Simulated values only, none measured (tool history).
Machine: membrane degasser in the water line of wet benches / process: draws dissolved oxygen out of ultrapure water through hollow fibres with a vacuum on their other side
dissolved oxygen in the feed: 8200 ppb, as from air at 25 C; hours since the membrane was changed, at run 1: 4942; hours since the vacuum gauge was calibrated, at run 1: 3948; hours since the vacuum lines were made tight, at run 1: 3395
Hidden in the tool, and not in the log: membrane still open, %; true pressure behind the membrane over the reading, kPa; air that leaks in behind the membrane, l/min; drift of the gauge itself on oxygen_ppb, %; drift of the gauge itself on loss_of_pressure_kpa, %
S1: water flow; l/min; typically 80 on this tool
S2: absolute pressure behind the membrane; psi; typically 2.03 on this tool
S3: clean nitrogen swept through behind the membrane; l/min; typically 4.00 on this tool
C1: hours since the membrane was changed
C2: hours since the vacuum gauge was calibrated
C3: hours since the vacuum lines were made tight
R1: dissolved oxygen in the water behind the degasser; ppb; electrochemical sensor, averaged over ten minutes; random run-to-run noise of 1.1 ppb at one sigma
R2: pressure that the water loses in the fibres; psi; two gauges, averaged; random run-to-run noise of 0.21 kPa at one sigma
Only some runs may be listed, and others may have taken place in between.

| run | hour | S1 | S2 | S3 | C1 | C2 | C3 | R1 | R2 |
|---|---|---|---|---|---|---|---|---|---|
| 1 | 0.0 | 80 | 2.03 | 4.00 | 4942 | 3948 | 3395 | 464.4 | 7.330 |
| 2 | 97.4 | 80 | 2.03 | 4.00 | 5040 | 4045 | 3492 | 464.9 | 7.314 |
|  | 217.4 | vacuum gauge calibrated |
| 3 | 217.4 | 80 | 2.76 | 4.00 | 5159 | 0 | 3612 | 663.3 | 7.378 |
| 4 | 412.3 | 80 | 2.76 | 4.00 | 5354 | 195 | 3807 | 663.9 | 7.424 |
|  | 559.1 | vacuum gauge calibrated, once more |
| 5 | 571.1 | 80 | 2.76 | 4.00 | 5512 | 12 | 3965 | 663.1 | 7.420 |
| 6 | 696.4 | 58 | 2.76 | 4.00 | 5638 | 137 | 4090 | 500.3 | 5.403 |
| 7 | 816.9 | 80 | 2.03 | 3.12 | 5758 | 258 | 4211 | 570.0 | 7.413 |
| 8 | 978.2 | 80 | 1.60 | 4.00 | 5919 | 419 | 4372 | 342.8 | 7.424 |
| 9 | 1088.0 | 80 | 1.60 | 4.00 | 6029 | 529 | 4482 | 343.6 | 7.377 |
| 10 | 1247.8 | 80 | 1.60 | 5.33 | 6189 | 689 | 4642 | 268.4 | 7.443 |
| 11 | 1420.4 | 80 | 1.60 | 5.33 | 6362 | 861 | 4814 | 269.3 | 7.385 |
| 12 | 1634.2 | 80 | 2.03 | 4.00 | 6575 | 1075 | 5028 | 464.4 | 7.445 |
| 13 | 1835.3 | 80 | 2.03 | 4.00 | 6777 | 1276 | 5229 | 468.3 | 7.451 |
| 14 | 1969.7 | 65 | 2.03 | 4.00 | 6911 | 1411 | 5364 | 387.6 | 6.032 |
| 15 | 2171.4 | 80 | 2.03 | 4.00 | 7113 | 1612 | 5565 | 468.5 | 7.445 |
| 16 | 2357.1 | 68 | 2.03 | 4.00 | 7298 | 1798 | 5751 | 402.6 | 6.356 |
| 17 | 2562.7 | 80 | 2.03 | 2.06 | 7504 | 2004 | 5957 | 789.8 | 7.519 |
| 18 | 2661.0 | 80 | 2.03 | 2.06 | 7602 | 2102 | 6055 | 790.0 | 7.520 |
| 19 | 2868.7 | 80 | 2.03 | 2.06 | 7810 | 2310 | 6263 | 792.9 | 7.490 |
| 20 | 3062.7 | 80 | 2.03 | 2.06 | 8004 | 2504 | 6457 | 790.3 | 7.549 |
| 21 | 3164.1 | 103 | 2.03 | 11.29 | 8105 | 2605 | 6558 | 259.1 | 9.684 |
| 22 | 3319.1 | 93 | 2.00 | 4.00 | 8260 | 2760 | 6713 | 529.9 | 8.783 |
| 23 | 3500.0 | 92 | 1.41 | 4.00 | 8441 | 2941 | 6894 | 336.3 | 8.673 |
| 24 | 3628.2 | 92 | 1.42 | 5.12 | 8569 | 3069 | 7022 | 278.7 | 8.692 |
| 25 | 3768.2 | 92 | 1.42 | 5.12 | 8709 | 3209 | 7162 | 279.9 | 8.691 |
| 26 | 3874.6 | 49 | 2.03 | 4.00 | 8816 | 3316 | 7269 | 302.2 | 4.608 |
| 27 | 4060.1 | 77 | 2.03 | 4.80 | 9001 | 3501 | 7454 | 389.2 | 7.285 |
| 28 | 4205.7 | 78 | 1.77 | 7.62 | 9147 | 3647 | 7600 | 221.4 | 7.310 |
| 29 | 4417.3 | 114 | 4.63 | 2.72 | 9358 | 3858 | 7811 | 1958.9 | 10.834 |
| 30 | 4568.4 | 114 | 1.93 | 2.72 | 9510 | 4009 | 7962 | 829.0 | 10.766 |
|  | 4724.5 | vacuum gauge calibrated |
| 31 | 4779.5 | 51 | 1.75 | 4.34 | 9720 | 55 | 8173 | 240.9 | 4.895 |
| 32 | 4946.0 | 51 | 1.75 | 4.34 | 9887 | 221 | 8339 | 240.5 | 4.876 |

What if the next run were any one of these 4? Each begins from the tool's condition after run 32:
| A | 5107.5 | 66 | 1.75 | 4.34 | 10048 | 383 | 8501 | ? | ? |
| B | 5107.5 | 81 | 1.75 | 4.34 | 10048 | 383 | 8501 | ? | ? |
| C | 5107.5 | 87 | 3.21 | 1.65 | 10048 | 383 | 8501 | ? | ? |
| D | 5107.5 | 80 | 3.86 | 2.95 | 10048 | 383 | 8501 | ? | ? |

| run | R1 | R2 |
|---|---|---|
| A | 304.8 | 6.237 |
| B | 368.6 | 7.781 |
| C | 1602.8 | 8.308 |
| D | 1197.3 | 7.635 |
The same runs, with their run-to-run variation unchanged, on a tool lacking any hidden condition would have given:
| run | R1 | R2 |
|---|---|---|
| A | 301.6 | 5.812 |
| B | 363.3 | 7.255 |
| C | 1598.5 | 7.745 |
| D | 1190.4 | 7.116 |
